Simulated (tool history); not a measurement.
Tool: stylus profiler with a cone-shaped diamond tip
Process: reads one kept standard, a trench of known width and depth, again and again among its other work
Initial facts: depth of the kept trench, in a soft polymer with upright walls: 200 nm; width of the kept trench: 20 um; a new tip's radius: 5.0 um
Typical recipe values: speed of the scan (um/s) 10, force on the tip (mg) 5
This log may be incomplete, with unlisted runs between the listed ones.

| run | hour | speed of the scan (um/s) | force on the tip (mg) | depth of the trench (nm) | width of the trench's floor (um) |
|---|---|---|---|---|---|
| 1 | 0 | 10 | 5 | 204.75 | 16.6 |
| 2 | 12.5 | 10 | 5 | 204.7 | 16.51 |
| 3 | 26.5 | 10 | 4.75 | 204.57 | 16.51 |
| 4 | 40.9 | 10 | 7.5 | 206.37 | 16.49 |
| 5 | 56.6 | 10 | 7.5 | 206.42 | 16.46 |
| 6 | 71.1 | 10 | 5 | 204.71 | 16.46 |
| 7 | 88.3 | 10 | 5 | 204.76 | 16.47 |
| 8 | 99.6 | 10 | 5 | 204.7 | 16.46 |
| 9 | 111.1 | 10 | 5 | 204.71 | 16.43 |
| 10 | 123.1 | 10 | 5 | 204.66 | 16.38 |
| 11 | 133 | 10 | 3.02 | 203.18 | 16.45 |
| 12 | 150 | 10 | 3.02 | 203.09 | 16.35 |
| 13 | 162.1 | 10 | 5 | 204.73 | 16.36 |
| 14 | 175.4 | 10 | 5 | 204.71 | 16.4 |
| 15 | 190.1 | 6 | 3.39 | 203.37 | 16.38 |
| 16 | 200.1 | 13 | 14.91 | 210.4 | 16.38 |
| 17 | 214.7 | 11 | 2.86 | 202.99 | 16.34 |
| 18 | 231.1 | 11 | 2.86 | 203.01 | 16.3 |
| 19 | 242.7 | 13 | 4.11 | 203.9 | 16.24 |
| 20 | 259.8 | 4 | 9.96 | 207.76 | 16.28 |
| 21 | 271.3 | 9 | 4.07 | 204 | 16.28 |
| 22 | 278.7 | 10 | 5.67 | 204.99 | 16.29 |
| 23 | 287.1 | 10 | 5.67 | 205.15 | 16.3 |
| 24 | 301.5 | 3 | 11.36 | 208.45 | 16.25 |
| 25 | 316.8 | 5 | 7.01 | 205.93 | 16.27 |
| 26 | 332.9 | 5 | 7.01 | 205.85 | 16.29 |
| 27 | 343.9 | 7 | 3.96 | 203.79 | 16.2 |
| 28 | 353.8 | 28 | 6.72 | 205.65 | 16.15 |

Alternative continuations, all from the tool just after run 28; predict every row:
| A | 367.2 | 4 | 4.42 | ? | ? |
| B | 367.2 | 6 | 5 | ? | ? |
| C | 367.2 | 3 | 2.73 | ? | ? |
| D | 367.2 | 4 | 10.98 | ? | ? |
| E | 367.2 | 33 | 11.58 | ? | ? |

| run | depth of the trench (nm) | width of the trench's floor (um) |
|---|---|---|
| A | 204.22 | 16.17 |
| B | 204.53 | 16.23 |
| C | 202.79 | 16.21 |
| D | 208.21 | 16.21 |
| E | 208.47 | 16.17 |
The same runs, with their run-to-run variation unchanged, on a tool lacking any hidden condition would have given:
| run | depth of the trench (nm) | width of the trench's floor (um) |
|---|---|---|
| A | 204.96 | 17.14 |
| B | 205.27 | 17.21 |
| C | 203.53 | 17.19 |
| D | 208.96 | 17.19 |
| E | 209.23 | 17.15 |
